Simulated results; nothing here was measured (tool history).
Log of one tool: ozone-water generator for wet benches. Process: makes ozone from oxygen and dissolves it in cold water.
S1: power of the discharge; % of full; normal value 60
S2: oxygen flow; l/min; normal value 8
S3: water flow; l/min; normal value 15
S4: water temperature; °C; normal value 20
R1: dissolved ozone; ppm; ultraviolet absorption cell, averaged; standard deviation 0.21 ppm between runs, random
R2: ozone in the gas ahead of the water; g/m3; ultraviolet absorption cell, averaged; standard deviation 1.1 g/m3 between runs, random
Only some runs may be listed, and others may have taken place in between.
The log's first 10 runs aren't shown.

run   hour  S1     S2  S3  S4    R1     R2
 11  221.4  60      8  15  16  30.9    197
 12  242.1  60      8  15  20  28.7    198
 13  263.2  60      8  15  20  28.4  197.6
 14  278.8  60      8  15  20  28.2  197.9
 15  298.5  60      8  15  20  28.3  198.4
 16  314.5  60      8  15  20  28.1    198
 17  330.1  60      8  15  20  28.3    196
 18    364  43   6.71  23  17  17.8  177.1
 19    382  67   7.61  11  20  36.7    215
 20  413.8  67   7.61  11  20  36.4  213.5
 21  444.1  60   8.09  10  20  36.2  193.9
 22    473  71   5.35  15  22  30.1    256
 23    506  98   5.35  15  24  34.2  304.3
 24  528.5  68   5.35  15  13    34  249.9
 25  557.8  68   5.35  15  13  33.5  249.9
 26  584.3  68   5.35  15  13  34.4  248.1
 27    603  86   5.35  15  15  37.2  283.8
 28  624.2  60   4.34  20  22  20.9  255.5
 29  653.1  54  14.27  15  20  24.7    144

Estimate the outcome of run 30 from the log above:
 30  683.8  49   8  15  20   ?   ?

R1: 24.7 ppm
R2: 175.4 g/m3
Take away the tool's hidden state, keep the run-to-run variation as it was, and the same run would have given R1 26.2 ppm, R2 183.3 g/m3.
